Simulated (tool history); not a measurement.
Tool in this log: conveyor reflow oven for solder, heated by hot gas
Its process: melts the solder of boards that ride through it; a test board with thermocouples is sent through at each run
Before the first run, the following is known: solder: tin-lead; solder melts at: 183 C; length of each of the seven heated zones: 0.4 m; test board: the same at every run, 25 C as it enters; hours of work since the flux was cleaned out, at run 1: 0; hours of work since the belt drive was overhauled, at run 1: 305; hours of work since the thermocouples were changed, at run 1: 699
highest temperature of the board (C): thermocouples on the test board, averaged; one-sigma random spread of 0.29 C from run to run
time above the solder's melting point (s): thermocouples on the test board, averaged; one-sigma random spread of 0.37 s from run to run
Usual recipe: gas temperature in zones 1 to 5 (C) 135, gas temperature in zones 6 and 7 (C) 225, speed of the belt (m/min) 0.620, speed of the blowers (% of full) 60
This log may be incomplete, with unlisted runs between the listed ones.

| run | hour | gas temperature in zones 1 to 5 (C) | gas temperature in zones 6 and 7 (C) | speed of the belt (m/min) | speed of the blowers (% of full) | hours of work since the flux was cleaned out | hours of work since the belt drive was overhauled | hours of work since the thermocouples were changed | highest temperature of the board (C) | time above the solder's melting point (s) |
|---|---|---|---|---|---|---|---|---|---|---|
| 1 | 0.0 | 135 | 225 | 0.620 | 60 | 0 | 305 | 699 | 209.9 | 49.9 |
| 2 | 49.9 | 135 | 225 | 0.620 | 60 | 36 | 341 | 735 | 209.3 | 50.4 |
| 3 | 120.6 | 135 | 225 | 0.620 | 60 | 86 | 391 | 786 | 209.4 | 50.5 |
| 4 | 214.8 | 135 | 225 | 0.620 | 60 | 154 | 459 | 853 | 209.3 | 50.2 |
| 5 | 256.2 | 135 | 225 | 0.643 | 60 | 184 | 489 | 883 | 208.7 | 46.4 |
| 6 | 339.9 | 135 | 225 | 0.643 | 60 | 244 | 549 | 943 | 208.0 | 47.0 |
| 7 | 390.2 | 135 | 225 | 0.620 | 60 | 280 | 585 | 979 | 209.5 | 50.7 |
| 8 | 480.9 | 135 | 225 | 0.620 | 60 | 345 | 650 | 1044 | 209.4 | 50.4 |
| 9 | 541.9 | 135 | 226 | 0.620 | 60 | 389 | 694 | 1088 | 210.6 | 51.0 |
| 10 | 632.5 | 135 | 226 | 0.620 | 60 | 453 | 758 | 1153 | 210.6 | 51.2 |
| 11 | 674.1 | 135 | 226 | 0.620 | 73 | 483 | 788 | 1182 | 212.0 | 53.3 |
|  | 685.8 | flux residue cleaned out of gas plates and filters |
| 12 | 745.4 | 135 | 226 | 0.593 | 73 | 43 | 836 | 1230 | 213.4 | 58.6 |
|  | 801.4 | belt drive overhauled, speed set with a stopwatch |
| 13 | 801.4 | 122 | 239 | 0.593 | 57 | 80 | 0 | 1267 | 220.8 | 58.6 |
| 14 | 869.0 | 122 | 217 | 0.584 | 88 | 128 | 48 | 1316 | 205.2 | 46.7 |
| 15 | 963.9 | 122 | 217 | 0.584 | 88 | 197 | 116 | 1384 | 205.3 | 46.4 |
|  | 994.6 | thermocouples of zones 6 and 7 changed |
| 16 | 1015.2 | 135 | 231 | 0.646 | 69 | 232 | 152 | 15 | 215.0 | 53.2 |
| 17 | 1068.1 | 133 | 231 | 0.687 | 69 | 270 | 190 | 53 | 212.0 | 47.0 |
| 18 | 1160.4 | 133 | 231 | 0.681 | 57 | 336 | 256 | 119 | 211.0 | 45.0 |
| 19 | 1225.9 | 129 | 236 | 0.729 | 57 | 383 | 303 | 166 | 210.8 | 40.9 |
| 20 | 1306.7 | 135 | 225 | 0.578 | 60 | 441 | 361 | 224 | 211.2 | 57.0 |
|  | 1376.4 | flux residue cleaned out of gas plates and filters |
| 21 | 1384.2 | 128 | 225 | 0.620 | 62 | 6 | 413 | 276 | 208.9 | 47.6 |
| 22 | 1454.1 | 150 | 221 | 0.563 | 62 | 56 | 463 | 326 | 211.1 | 65.4 |
| 23 | 1497.5 | 141 | 219 | 0.563 | 62 | 87 | 494 | 357 | 207.8 | 57.8 |
| 24 | 1576.2 | 121 | 225 | 0.620 | 60 | 143 | 551 | 413 | 207.0 | 43.0 |

Branching from run 24: 3 alternative next runs. What would each branch give?
| A | 1622.0 | 149 | 213 | 0.620 | 60 | 176 | 583 | 446 | ? | ? |
| B | 1622.0 | 128 | 229 | 0.511 | 60 | 176 | 583 | 446 | ? | ? |
| C | 1622.0 | 124 | 228 | 0.620 | 88 | 176 | 583 | 446 | ? | ? |

| run | highest temperature of the board (C) | time above the solder's melting point (s) |
|---|---|---|
| A | 201.7 | 47.8 |
| B | 217.9 | 69.2 |
| C | 214.1 | 52.5 |
What these runs would have given with no unlogged condition in the tool:
| run | highest temperature of the board (C) | time above the solder's melting point (s) |
|---|---|---|
| A | 201.7 | 47.9 |
| B | 217.9 | 69.2 |
| C | 214.2 | 52.5 |
